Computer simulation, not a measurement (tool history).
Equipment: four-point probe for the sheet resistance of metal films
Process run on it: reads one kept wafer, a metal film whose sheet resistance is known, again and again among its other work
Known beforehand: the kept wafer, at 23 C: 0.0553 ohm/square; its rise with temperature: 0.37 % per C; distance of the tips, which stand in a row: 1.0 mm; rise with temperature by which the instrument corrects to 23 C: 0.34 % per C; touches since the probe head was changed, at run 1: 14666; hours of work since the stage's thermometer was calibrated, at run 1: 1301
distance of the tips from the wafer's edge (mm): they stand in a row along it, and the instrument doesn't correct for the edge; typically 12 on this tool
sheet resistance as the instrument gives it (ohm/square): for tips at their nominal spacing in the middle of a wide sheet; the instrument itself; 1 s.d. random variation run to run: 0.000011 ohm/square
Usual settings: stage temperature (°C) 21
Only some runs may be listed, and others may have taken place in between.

run,hour,stage temperature (°C),distance of the tips from the wafer's edge (mm),touches since the probe head was changed,hours of work since the stage's thermometer was calibrated,sheet resistance as the instrument gives it (ohm/square)
1,0.0,21,12,14666,1301,0.055471
2,9.8,20,12,15029,1305,0.055480
3,19.9,20,12,15405,1309,0.055457
4,35.3,34,12,15975,1316,0.055641
5,51.3,34,12,16570,1323,0.055636
6,60.8,21,12,16919,1326,0.055483
7,75.7,21,12,17471,1333,0.055494
8,95.0,28,12,18188,1341,0.055564
9,106.8,28,12,18625,1346,0.055572
10,122.6,28,12,19211,1352,0.055584
11,135.8,28,12,19700,1358,0.055568
12,144.3,28,12,20015,1361,0.055579
13,157.6,28,12,20511,1367,0.055575
14,168.0,28,4,20896,1371,0.057144
15,187.5,21,12,21618,1380,0.055483
16,204.6,21,12,22253,1387,0.055501
17,217.0,23,12,22713,1392,0.055504
18,235.3,23,12,23391,1400,0.055508
19,245.2,23,13,23757,1404,0.055458
20,262.7,23,13,24406,1411,0.055489
21,275.4,23,13,24879,1416,0.055464
22,291.9,23,13,25491,1423,0.055470
23,311.4,23,12,26213,1432,0.055502
24,322.3,23,12,26618,1436,0.055520
25,335.8,23,12,27118,1442,0.055517
26,347.1,21,6,27536,1447,0.056079
27,360.9,28,3,28050,1452,0.058472
28,380.4,28,3,28770,1460,0.058485
29,393.9,28,3,29272,1466,0.058493
30,409.4,29,7,29846,1473,0.055991
31,420.5,29,7,30258,1477,0.055970
32,440.6,22,56,31005,1486,0.055294
33,458.7,26,23,31674,1493,0.055392
34,478.2,26,6,32398,1501,0.056165
35,491.2,26,6,32878,1507,0.056165
36,503.7,23,31,33344,1512,0.055336
37,522.2,23,31,34028,1520,0.055354
38,539.6,22,5,34675,1527,0.056426
39,547.8,21,15,34979,1531,0.055393
40,564.4,21,15,35592,1538,0.055405
41,583.8,21,15,36313,1546,0.055413
42,595.8,21,15,36759,1551,0.055385
43,612.2,20,3,37367,1558,0.058364
44,628.1,23,20,37956,1564,0.055374
45,648.2,33,12,38699,1573,0.055637
46,656.9,25,12,39025,1576,0.055541

Alternative continuations, all from the tool just after run 46; predict every row:
A,667.7,20,33,39426,1581,?
B,667.7,26,12,39426,1581,?
C,667.7,24,57,39426,1581,?

run,sheet resistance as the instrument gives it (ohm/square)
A,0.055287
B,0.055553
C,0.055314
Had the tool no hidden state, the same runs would have come out as:
run,sheet resistance as the instrument gives it (ohm/square)
A,0.055286
B,0.055552
C,0.055312
